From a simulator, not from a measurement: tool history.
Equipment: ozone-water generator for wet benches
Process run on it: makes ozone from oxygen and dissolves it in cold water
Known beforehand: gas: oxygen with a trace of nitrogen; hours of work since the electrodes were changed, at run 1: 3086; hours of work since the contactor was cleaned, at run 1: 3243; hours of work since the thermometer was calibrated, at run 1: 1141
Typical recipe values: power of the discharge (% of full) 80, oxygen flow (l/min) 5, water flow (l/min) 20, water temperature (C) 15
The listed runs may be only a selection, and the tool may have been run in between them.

run    hour  power of the discharge (% of full)  oxygen flow (l/min)  water flow (l/min)  water temperature (C)  hours of work since the electrodes were changed  hours of work since the contactor was cleaned  hours of work since the thermometer was calibrated  dissolved ozone (ppm)  ozone in the gas ahead of the water (g/m3)
  1       0                                  80                    5                  20                     15                                             3086                                           3243                                                1141                   23.8                                       277.1
  2   115.9                                  80                    5                  20                     15                                             3171                                           3328                                                1226                   23.8                                       275.6
  3   259.1                                  76                    5                  20                     15                                             3276                                           3433                                                1330                   22.8                                       267.1
  4   440.1                                  80                 8.78                  20                     15                                             3408                                           3565                                                1463                   25.1                                       217.6
  5     537                                  80                  5.2                  20                     15                                             3479                                           3636                                                1534                   23.5                                         269
  6     658                                  80                  5.2                  20                     15                                             3568                                           3725                                                1622                   23.5                                         271
  7   853.3                                  80                  5.2                  20                     15                                             3710                                           3867                                                1765                   23.4                                       268.6
  8  1072.5                                  80                  5.2                  20                     15                                             3871                                           4028                                                1926                   23.3                                       267.9
  9    1295                                  80                  5.2                  20                     15                                             4034                                           4191                                                2088                   23.5                                       264.9
 10  1466.7                                  80                  5.2                  20                     15                                             4159                                           4316                                                2214                     23                                       266.8
 11  1656.2                                  80                  5.2                  20                     15                                             4298                                           4455                                                2353                     23                                       263.1
 12  1861.6                                  80                  5.2                  20                     15                                             4448                                           4605                                                2503                   23.2                                       262.9
       1876  -- water thermometer calibrated
 13  2067.3                                  80                  5.2                  20                      7                                             4599                                           4756                                                 140                   25.5                                       260.9
 14  2289.2                                  97                 3.68                  20                     14                                             4761                                           4918                                                 302                   24.4                                       342.4
 15    2429                                  97                 3.68                  20                     14                                             4863                                           5020                                                 405                   24.1                                       343.6
 16  2638.3                                  65                    5                  22                     10                                             5016                                           5173                                                 558                   19.3                                       233.3
       2811  -- water thermometer calibrated, once more
 17    2852                                  65                    5                  22                     10                                             5172                                           5329                                                  30                     19                                         232
 18  3046.8                                  65                    5                  22                     10                                             5315                                           5472                                                 173                   18.9                                         231
 19  3158.3                                  65                    5                  22                     10                                             5397                                           5554                                                 254                   18.9                                       230.7
 20  3335.3                                  80                 7.04                  20                     19                                             5526                                           5683                                                 384                   21.9                                       228.3
 21    3490                                  80                 3.39                  15                     14                                             5639                                           5796                                                 497                   27.7                                       306.5
 22  3673.6                                  80                 7.49                  15                     10                                             5774                                           5931                                                 631                   32.5                                       222.4
 23  3894.7                                  80                 3.99                  13                     10                                             5935                                           6092                                                 793                   33.8                                       284.8
 24  4116.3                                  80                 3.99                  13                     10                                             6098                                           6255                                                 955                   34.4                                       282.2

Subtracting, for every run, the result it would have given without the tool's unlogged condition from the measured result gives the following. The same run-to-run variation enters both numbers; the gauge's scatter may not:
What the log doesn't record here: yield of the discharge, % of new electrodes'; contactor's efficiency, % of a clean one's; true water temperature over the reading, C; drift of the gauge itself on ozone_ppm, %; drift of the gauge itself on gas_g_m3, %.
run  dissolved ozone (ppm)  ozone in the gas ahead of the water (g/m3)
  1                   -2.1                                         -19
  2                   -2.1                                       -19.4
  3                     -2                                       -18.7
  4                   -2.4                                       -16.4
  5                   -2.3                                       -20.8
  6                   -2.4                                       -21.4
  7                   -2.4                                       -22.2
  8                   -2.6                                       -23.1
  9                   -2.6                                       -23.8
 10                   -2.7                                       -24.7
 11                   -2.7                                       -25.3
 12                   -2.9                                       -26.3
 13                   -3.2                                       -26.8
 14                   -3.6                                       -41.1
 15                   -3.6                                       -42.1
 16                   -2.4                                       -22.8
 17                   -2.4                                       -23.5
 18                   -2.5                                         -24
 19                   -2.6                                       -24.4
 20                   -3.4                                       -28.6
 21                   -4.2                                       -39.2
 22                   -5.2                                       -29.3
 23                   -5.5                                       -38.5
 24                   -5.7                                       -39.5

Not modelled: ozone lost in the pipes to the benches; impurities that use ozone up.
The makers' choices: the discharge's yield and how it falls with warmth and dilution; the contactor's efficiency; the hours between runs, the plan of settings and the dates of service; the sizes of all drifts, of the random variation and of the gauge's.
